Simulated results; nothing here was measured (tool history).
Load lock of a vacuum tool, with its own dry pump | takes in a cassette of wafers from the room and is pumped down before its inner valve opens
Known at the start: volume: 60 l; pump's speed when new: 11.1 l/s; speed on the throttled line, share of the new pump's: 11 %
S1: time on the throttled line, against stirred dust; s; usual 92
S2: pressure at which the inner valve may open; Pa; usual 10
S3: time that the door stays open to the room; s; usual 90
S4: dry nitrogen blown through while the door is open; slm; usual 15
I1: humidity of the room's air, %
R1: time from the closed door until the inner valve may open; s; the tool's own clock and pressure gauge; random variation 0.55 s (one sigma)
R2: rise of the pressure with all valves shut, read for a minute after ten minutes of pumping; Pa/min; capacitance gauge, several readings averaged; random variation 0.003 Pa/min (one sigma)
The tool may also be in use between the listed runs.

{"run": 1, "hour": 0.0, "S1": 92, "S2": 10, "S3": 90, "S4": 15, "I1": 41.0, "R1": 133.3, "R2": 0.027}
{"run": 2, "hour": 83.0, "S1": 92, "S2": 10, "S3": 56, "S4": 15, "I1": 44.8, "R1": 133.9, "R2": 0.022}
{"run": 3, "hour": 141.8, "S1": 92, "S2": 10, "S3": 56, "S4": 15, "I1": 47.5, "R1": 134.3, "R2": 0.032}
{"run": 4, "hour": 229.4, "S1": 92, "S2": 10, "S3": 90, "S4": 15, "I1": 45.3, "R1": 134.4, "R2": 0.035}
{"run": 5, "hour": 307.6, "S1": 92, "S2": 10, "S3": 90, "S4": 15, "I1": 42.1, "R1": 133.7, "R2": 0.03}
{"run": 6, "hour": 361.2, "S1": 92, "S2": 10, "S3": 90, "S4": 15, "I1": 43.8, "R1": 134.2, "R2": 0.029}
{"run": 7, "hour": 400.3, "S1": 92, "S2": 17, "S3": 90, "S4": 15, "I1": 40.8, "R1": 131.0, "R2": 0.033}
{"run": 8, "hour": 455.0, "S1": 92, "S2": 17, "S3": 90, "S4": 15, "I1": 44.2, "R1": 130.5, "R2": 0.034}
{"run": 9, "hour": 498.3, "S1": 92, "S2": 17, "S3": 90, "S4": 15, "I1": 44.7, "R1": 130.8, "R2": 0.032}
{"run": 10, "hour": 539.9, "S1": 92, "S2": 15, "S3": 90, "S4": 15, "I1": 42.5, "R1": 132.1, "R2": 0.03}
{"run": 11, "hour": 582.2, "S1": 92, "S2": 15, "S3": 90, "S4": 15, "I1": 47.6, "R1": 132.5, "R2": 0.031}
{"run": 12, "hour": 652.9, "S1": 92, "S2": 10, "S3": 90, "S4": 15, "I1": 46.7, "R1": 133.8, "R2": 0.031}
{"run": 13, "hour": 699.2, "S1": 92, "S2": 10, "S3": 90, "S4": 15, "I1": 43.7, "R1": 133.6, "R2": 0.035}
{"run": 14, "hour": 790.7, "S1": 92, "S2": 10, "S3": 90, "S4": 15, "I1": 45.2, "R1": 135.9, "R2": 0.029}
{"run": 15, "hour": 865.3, "S1": 92, "S2": 10, "S3": 90, "S4": 15, "I1": 48.5, "R1": 135.1, "R2": 0.034}
{"run": 16, "hour": 932.7, "S1": 92, "S2": 10, "S3": 40, "S4": 15, "I1": 46.4, "R1": 134.3, "R2": 0.027}
{"run": 17, "hour": 1015.1, "S1": 92, "S2": 10, "S3": 40, "S4": 15, "I1": 44.7, "R1": 133.9, "R2": 0.032}
{"run": 18, "hour": 1076.7, "S1": 92, "S2": 10, "S3": 90, "S4": 6, "I1": 45.5, "R1": 134.2, "R2": 0.042}
{"run": 19, "hour": 1130.8, "S1": 92, "S2": 10, "S3": 194, "S4": 15, "I1": 44.3, "R1": 134.1, "R2": 0.045}
{"run": 20, "hour": 1179.6, "S1": 92, "S2": 10, "S3": 194, "S4": 15, "I1": 43.0, "R1": 134.2, "R2": 0.044}
{"run": 21, "hour": 1244.8, "S1": 112, "S2": 9, "S3": 43, "S4": 27, "I1": 43.0, "R1": 152.9, "R2": 0.024}
{"run": 22, "hour": 1296.4, "S1": 92, "S2": 7, "S3": 37, "S4": 15, "I1": 43.0, "R1": 136.1, "R2": 0.023}
{"run": 23, "hour": 1348.6, "S1": 92, "S2": 7, "S3": 37, "S4": 15, "I1": 46.7, "R1": 136.5, "R2": 0.029}
{"run": 24, "hour": 1428.5, "S1": 92, "S2": 7, "S3": 37, "S4": 15, "I1": 47.7, "R1": 136.6, "R2": 0.031}
{"run": 25, "hour": 1473.2, "S1": 96, "S2": 13, "S3": 172, "S4": 11, "I1": 44.8, "R1": 136.2, "R2": 0.048}
{"run": 26, "hour": 1511.7, "S1": 92, "S2": 17, "S3": 90, "S4": 14, "I1": 45.5, "R1": 131.3, "R2": 0.04}
{"run": 27, "hour": 1575.1, "S1": 53, "S2": 17, "S3": 181, "S4": 14, "I1": 46.3, "R1": 98.4, "R2": 0.047}
{"run": 28, "hour": 1652.8, "S1": 53, "S2": 17, "S3": 181, "S4": 5, "I1": 47.5, "R1": 98.1, "R2": 0.063}
{"run": 29, "hour": 1702.3, "S1": 161, "S2": 10, "S3": 64, "S4": 26, "I1": 41.9, "R1": 195.5, "R2": 0.027}
{"run": 30, "hour": 1750.3, "S1": 182, "S2": 10, "S3": 158, "S4": 15, "I1": 44.4, "R1": 213.0, "R2": 0.048}
{"run": 31, "hour": 1824.3, "S1": 182, "S2": 10, "S3": 158, "S4": 15, "I1": 45.2, "R1": 214.4, "R2": 0.044}
{"run": 32, "hour": 1878.4, "S1": 92, "S2": 10, "S3": 222, "S4": 10, "I1": 45.1, "R1": 134.1, "R2": 0.053}
{"run": 33, "hour": 1960.9, "S1": 139, "S2": 17, "S3": 35, "S4": 5, "I1": 45.9, "R1": 172.5, "R2": 0.04}
{"run": 34, "hour": 2044.6, "S1": 92, "S2": 8, "S3": 28, "S4": 33, "I1": 40.4, "R1": 136.8, "R2": 0.026}
{"run": 35, "hour": 2114.0, "S1": 92, "S2": 8, "S3": 28, "S4": 33, "I1": 41.8, "R1": 136.1, "R2": 0.022}
{"run": 36, "hour": 2174.7, "S1": 92, "S2": 8, "S3": 28, "S4": 33, "I1": 49.9, "R1": 136.3, "R2": 0.028}
{"run": 37, "hour": 2233.5, "S1": 92, "S2": 8, "S3": 28, "S4": 33, "I1": 44.9, "R1": 137.4, "R2": 0.026}
{"run": 38, "hour": 2297.8, "S1": 87, "S2": 12, "S3": 73, "S4": 6, "I1": 43.6, "R1": 129.6, "R2": 0.04}

The same runs without the tool's hidden state, with the same run-to-run variation:
The hidden state here: pump's speed, % of a new pump's; leak at the door's seal, Pa l/s; drift of the gauge itself on ready_s, %; drift of the gauge itself on rise_pa_min, %.
run=1 R1=130.8 R2=0.018
run=2 R1=131.4 R2=0.012
run=3 R1=131.8 R2=0.022
run=4 R1=131.8 R2=0.025
run=5 R1=131.1 R2=0.020
run=6 R1=131.6 R2=0.018
run=7 R1=128.5 R2=0.022
run=8 R1=128.0 R2=0.024
run=9 R1=128.2 R2=0.021
run=10 R1=129.6 R2=0.019
run=11 R1=130.0 R2=0.020
run=12 R1=131.2 R2=0.019
run=13 R1=131.0 R2=0.023
run=14 R1=133.1 R2=0.017
run=15 R1=132.3 R2=0.022
run=16 R1=131.6 R2=0.015
run=17 R1=131.1 R2=0.019
run=18 R1=131.4 R2=0.029
run=19 R1=131.3 R2=0.032
run=20 R1=131.4 R2=0.030
run=21 R1=150.1 R2=0.010
run=22 R1=133.0 R2=0.010
run=23 R1=133.4 R2=0.015
run=24 R1=133.4 R2=0.016
run=25 R1=133.4 R2=0.033
run=26 R1=128.5 R2=0.025
run=27 R1=95.3 R2=0.032
run=28 R1=94.9 R2=0.047
run=29 R1=193.2 R2=0.012
run=30 R1=210.8 R2=0.033
run=31 R1=212.1 R2=0.028
run=32 R1=131.1 R2=0.037
run=33 R1=170.1 R2=0.024
run=34 R1=133.6 R2=0.009
run=35 R1=132.9 R2=0.005
run=36 R1=133.1 R2=0.011
run=37 R1=134.1 R2=0.009
run=38 R1=126.5 R2=0.022

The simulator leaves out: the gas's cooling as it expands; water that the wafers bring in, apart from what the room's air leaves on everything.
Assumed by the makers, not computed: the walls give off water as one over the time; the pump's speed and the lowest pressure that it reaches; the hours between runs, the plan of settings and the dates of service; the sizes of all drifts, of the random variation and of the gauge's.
